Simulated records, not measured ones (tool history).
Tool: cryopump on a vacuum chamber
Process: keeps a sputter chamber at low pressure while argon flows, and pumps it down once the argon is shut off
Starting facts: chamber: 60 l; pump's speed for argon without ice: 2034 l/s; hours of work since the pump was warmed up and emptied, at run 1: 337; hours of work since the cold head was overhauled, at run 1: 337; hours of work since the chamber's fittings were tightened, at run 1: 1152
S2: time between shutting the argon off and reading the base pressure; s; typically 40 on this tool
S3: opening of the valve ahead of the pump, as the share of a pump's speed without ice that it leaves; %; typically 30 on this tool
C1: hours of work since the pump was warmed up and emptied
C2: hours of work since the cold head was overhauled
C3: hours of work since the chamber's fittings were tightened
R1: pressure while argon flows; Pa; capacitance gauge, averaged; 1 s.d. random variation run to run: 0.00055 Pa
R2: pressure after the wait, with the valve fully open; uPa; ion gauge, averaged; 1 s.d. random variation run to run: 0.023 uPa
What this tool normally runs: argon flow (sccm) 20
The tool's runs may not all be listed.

run 1 hour=0.0 | argon_flow_(sccm)=20 S2=40 S3=30 | C1=337 C2=337 C3=1152 | R1=0.0569 R2=1.29
run 2 hour=8.5 | argon_flow_(sccm)=20 S2=40 S3=30 | C1=341 C2=341 C3=1156 | R1=0.0574 R2=1.35
run 3 hour=20.6 | argon_flow_(sccm)=20 S2=71 S3=30 | C1=347 C2=347 C3=1162 | R1=0.0571 R2=1.09
run 4 hour=27.5 | argon_flow_(sccm)=20 S2=40 S3=30 | C1=351 C2=351 C3=1165 | R1=0.0566 R2=1.39
run 5 hour=43.4 | argon_flow_(sccm)=20 S2=40 S3=30 | C1=359 C2=359 C3=1173 | R1=0.0575 R2=1.36
run 6 hour=57.9 | argon_flow_(sccm)=20 S2=40 S3=41 | C1=366 C2=366 C3=1180 | R1=0.0424 R2=1.36
run 7 hour=74.2 | argon_flow_(sccm)=20 S2=40 S3=30 | C1=374 C2=374 C3=1188 | R1=0.0567 R2=1.33
run 8 hour=84.3 | argon_flow_(sccm)=20 S2=40 S3=30 | C1=379 C2=379 C3=1193 | R1=0.0570 R2=1.38
run 9 hour=95.0 | argon_flow_(sccm)=20 S2=40 S3=30 | C1=384 C2=384 C3=1198 | R1=0.0574 R2=1.33
run 10 hour=110.6 | argon_flow_(sccm)=20 S2=40 S3=30 | C1=392 C2=392 C3=1206 | R1=0.0570 R2=1.36
run 11 hour=126.6 | argon_flow_(sccm)=20 S2=40 S3=30 | C1=400 C2=400 C3=1214 | R1=0.0577 R2=1.34
run 12 hour=136.0 | argon_flow_(sccm)=20 S2=40 S3=50 | C1=404 C2=404 C3=1219 | R1=0.0349 R2=1.38
run 13 hour=152.0 | argon_flow_(sccm)=16 S2=40 S3=30 | C1=412 C2=412 C3=1227 | R1=0.0464 R2=1.37
run 14 hour=160.8 | argon_flow_(sccm)=17 S2=24 S3=30 | C1=416 C2=416 C3=1231 | R1=0.0497 R2=1.82
run 15 hour=169.8 | argon_flow_(sccm)=20 S2=57 S3=27 | C1=421 C2=421 C3=1235 | R1=0.0640 R2=1.14
run 16 hour=180.1 | argon_flow_(sccm)=13 S2=80 S3=40 | C1=426 C2=426 C3=1240 | R1=0.0289 R2=1.04
run 17 hour=189.1 | argon_flow_(sccm)=13 S2=80 S3=40 | C1=430 C2=430 C3=1245 | R1=0.0289 R2=1.11

Estimate the outcome of run 18 from the log above:
run 18 hour=205.9 | argon_flow_(sccm)=24 S2=76 S3=55 | C1=439 C2=439 C3=1253 | R1=? R2=?

Logged for run 18: R1 0.0392 Pa, R2 1.08 uPa.
Were there no unlogged condition in the tool, this run, its random variation unchanged, would have produced R1 0.0361 Pa, R2 0.48 uPa.
